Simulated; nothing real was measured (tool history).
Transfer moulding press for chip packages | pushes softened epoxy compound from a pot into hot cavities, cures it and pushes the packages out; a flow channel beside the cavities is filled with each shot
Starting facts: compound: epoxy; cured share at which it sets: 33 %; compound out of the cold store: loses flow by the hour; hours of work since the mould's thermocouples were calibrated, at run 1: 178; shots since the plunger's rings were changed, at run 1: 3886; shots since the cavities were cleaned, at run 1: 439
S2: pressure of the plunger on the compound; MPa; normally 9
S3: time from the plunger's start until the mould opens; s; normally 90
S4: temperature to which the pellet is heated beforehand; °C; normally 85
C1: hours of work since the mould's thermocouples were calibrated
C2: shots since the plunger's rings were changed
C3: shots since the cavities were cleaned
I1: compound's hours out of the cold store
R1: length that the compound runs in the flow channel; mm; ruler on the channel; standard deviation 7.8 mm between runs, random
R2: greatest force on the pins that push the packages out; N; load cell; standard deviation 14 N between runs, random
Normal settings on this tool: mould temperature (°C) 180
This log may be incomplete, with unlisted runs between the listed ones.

Run 1, hour 0: usual settings; C1 178; C2 3886; C3 439; I1 16.1. Result: R1 833 mm, R2 909 N.
At hour 19.4: cavities cleaned with cleaning compound and waxed.
Run 2, hour 35.9: usual settings; C1 200; C2 4378; C3 236; I1 41.2. Result: R1 727 mm, R2 745 N.
Run 3, hour 60.6: usual settings; C1 216; C2 4732; C3 590; I1 36. Result: R1 736 mm, R2 890 N.
At hour 67.4: cavities cleaned with cleaning compound and waxed.
At hour 92.7: plunger's sealing rings changed.
Run 4, hour 105.8: usual settings; C1 243; C2 187; C3 514; I1 31.2. Result: R1 808 mm, R2 873 N.
At hour 118.1: cavities cleaned with cleaning compound and waxed.
Run 5, hour 127.3: usual settings; C1 257; C2 473; C3 132; I1 32.7. Result: R1 823 mm, R2 690 N.
Run 6, hour 147.7: usual settings but mould temperature (°C) 178, S2 10.41 MPa; C1 270; C2 766; C3 425; I1 13.6. Result: R1 944 mm, R2 1031 N.
At hour 167.6: cavities cleaned with cleaning compound and waxed.
Run 7, hour 170.6: usual settings but mould temperature (°C) 175, S4 76 °C; C1 284; C2 1071; C3 42; I1 11.1. Result: R1 909 mm, R2 1066 N.
Run 8, hour 196: usual settings but S2 8.46 MPa, S4 89 °C; C1 301; C2 1435; C3 406; I1 29.9. Result: R1 794 mm, R2 856 N.
At hour 215.3: cavities cleaned with cleaning compound and waxed.
Run 9, hour 238.1: usual settings but S2 8.46 MPa, S4 89 °C; C1 327; C2 2017; C3 326; I1 31.9. Result: R1 767 mm, R2 804 N.
At hour 262.9: cavities cleaned with cleaning compound and waxed.
Run 10, hour 276.1: usual settings but mould temperature (°C) 187, S2 10.88 MPa, S4 89 °C; C1 351; C2 2540; C3 189; I1 20.6. Result: R1 900 mm, R2 532 N.

Hidden state at the last listed run before each entry between runs and at the first one after, where it differs:
Logged between run 1 and run 2: cavities cleaned with cleaning compound and waxed (hour 19.4)
  true mould temperature over the reading, C: 0.05 -> 0.09; pressure that reaches the compound, % of what is set: 88.37 -> 86.75; grip of the stained cavities, % over clean ones': 41.7 -> 27.6
  what was measured, less what the result would be without the hidden state, R1: -53 -> -54 mm; R2: +267 -> +158 N
Logged between run 3 and run 4: cavities cleaned with cleaning compound and waxed (hour 67.4); plunger's sealing rings changed (hour 92.7)
  true mould temperature over the reading, C: 0.12 -> 0.17; pressure that reaches the compound, % of what is set: 85.65 -> 99.24; grip of the stained cavities, % over clean ones': 48 -> 46
  what was measured, less what the result would be without the hidden state, R1: -60 -> -3 mm; R2: +286 -> +271 N
Logged between run 4 and run 5: cavities cleaned with cleaning compound and waxed (hour 118.1)
  true mould temperature over the reading, C: 0.17 -> 0.19; pressure that reaches the compound, % of what is set: 99.24 -> 98.41; grip of the stained cavities, % over clean ones': 46 -> 18
  what was measured, less what the result would be without the hidden state, R1: -3 -> -7 mm; R2: +271 -> +99 N
Logged between run 6 and run 7: cavities cleaned with cleaning compound and waxed (hour 167.6)
  true mould temperature over the reading, C: 0.21 -> 0.24; pressure that reaches the compound, % of what is set: 97.39 -> 96.46; grip of the stained cavities, % over clean ones': 40.6 -> 9.6
  what was measured, less what the result would be without the hidden state, R1: -14 -> -17 mm; R2: +286 -> +76 N
Logged between run 8 and run 9: cavities cleaned with cleaning compound and waxed (hour 215.3)
  true mould temperature over the reading, C: 0.27 -> 0.31; pressure that reaches the compound, % of what is set: 95.24 -> 93.51; grip of the stained cavities, % over clean ones': 40.9 -> 31.5
  what was measured, less what the result would be without the hidden state, R1: -20 -> -26 mm; R2: +236 -> +181 N
Logged between run 9 and run 10: cavities cleaned with cleaning compound and waxed (hour 262.9)
  true mould temperature over the reading, C: 0.31 -> 0.36; pressure that reaches the compound, % of what is set: 93.51 -> 91.87; grip of the stained cavities, % over clean ones': 31.5 -> 23.6
  what was measured, less what the result would be without the hidden state, R1: -26 -> -39 mm; R2: +181 -> +96 N

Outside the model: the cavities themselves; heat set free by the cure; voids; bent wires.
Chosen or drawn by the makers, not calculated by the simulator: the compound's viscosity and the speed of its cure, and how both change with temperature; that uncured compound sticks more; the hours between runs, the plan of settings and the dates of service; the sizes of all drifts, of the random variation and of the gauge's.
